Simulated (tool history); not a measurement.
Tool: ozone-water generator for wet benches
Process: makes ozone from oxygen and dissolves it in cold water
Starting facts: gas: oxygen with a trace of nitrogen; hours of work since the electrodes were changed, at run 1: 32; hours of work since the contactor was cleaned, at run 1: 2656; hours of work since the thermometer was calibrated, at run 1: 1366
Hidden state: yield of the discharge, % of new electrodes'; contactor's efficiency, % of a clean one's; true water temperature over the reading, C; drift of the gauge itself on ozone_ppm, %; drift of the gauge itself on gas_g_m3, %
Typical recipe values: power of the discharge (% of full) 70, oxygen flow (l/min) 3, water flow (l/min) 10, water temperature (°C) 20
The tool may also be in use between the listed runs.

| run | day | power of the discharge (% of full) | oxygen flow (l/min) | water flow (l/min) | water temperature (°C) | hours of work since the electrodes were changed | hours of work since the contactor was cleaned | hours of work since the thermometer was calibrated | dissolved ozone (ppm) | ozone in the gas ahead of the water (g/m3) |
|---|---|---|---|---|---|---|---|---|---|---|
| 1 | 0 | 70 | 3 | 10 | 20 | 32 | 2656 | 1366 | 20.7 | 209.8 |
| 2 | 1.521 | 70 | 3 | 10 | 13 | 60 | 2684 | 1394 | 23.1 | 207.9 |
| 3 | 3.317 | 70 | 3 | 10 | 13 | 94 | 2717 | 1428 | 23.1 | 208.4 |
| 4 | 4.521 | 70 | 3 | 10 | 13 | 116 | 2740 | 1450 | 22.9 | 207.8 |
| 5 | 5.562 | 70 | 3 | 10 | 13 | 135 | 2759 | 1469 | 22.8 | 207.3 |
| 6 | 7.275 | 70 | 3 | 10 | 13 | 167 | 2791 | 1501 | 23 | 206.3 |
| 7 | 8.183 | 70 | 3 | 10 | 13 | 184 | 2808 | 1518 | 22.7 | 207.5 |
| 8 | 9.146 | 70 | 3 | 10 | 13 | 202 | 2825 | 1536 | 22.8 | 207.2 |
| 9 | 10.65 | 59 | 3 | 10 | 12 | 229 | 2853 | 1564 | 20.4 | 184.7 |
| 10 | 12.104 | 70 | 5.32 | 8 | 20 | 256 | 2880 | 1591 | 23.2 | 158.8 |
| 11 | 13.454 | 70 | 2.15 | 10 | 23 | 281 | 2905 | 1615 | 19 | 243.5 |
| 12 | 14.442 | 70 | 2.15 | 11 | 17 | 300 | 2923 | 1634 | 19.2 | 243.7 |
| 13 | 16.054 | 70 | 4.44 | 11 | 17 | 329 | 2953 | 1664 | 20.2 | 171.5 |

Run by run, hidden condition taken away, random variation retained:
| run | dissolved ozone (ppm) |
|---|---|
| 1 | 21.4 |
| 2 | 23.9 |
| 3 | 24 |
| 4 | 23.8 |
| 5 | 23.7 |
| 6 | 23.9 |
| 7 | 23.6 |
| 8 | 23.7 |
| 9 | 21.2 |
| 10 | 24.2 |
| 11 | 19.8 |
| 12 | 20.1 |
| 13 | 21.2 |
ozone in the gas ahead of the water (g/m3): within 0.6 of the measured result in every run.

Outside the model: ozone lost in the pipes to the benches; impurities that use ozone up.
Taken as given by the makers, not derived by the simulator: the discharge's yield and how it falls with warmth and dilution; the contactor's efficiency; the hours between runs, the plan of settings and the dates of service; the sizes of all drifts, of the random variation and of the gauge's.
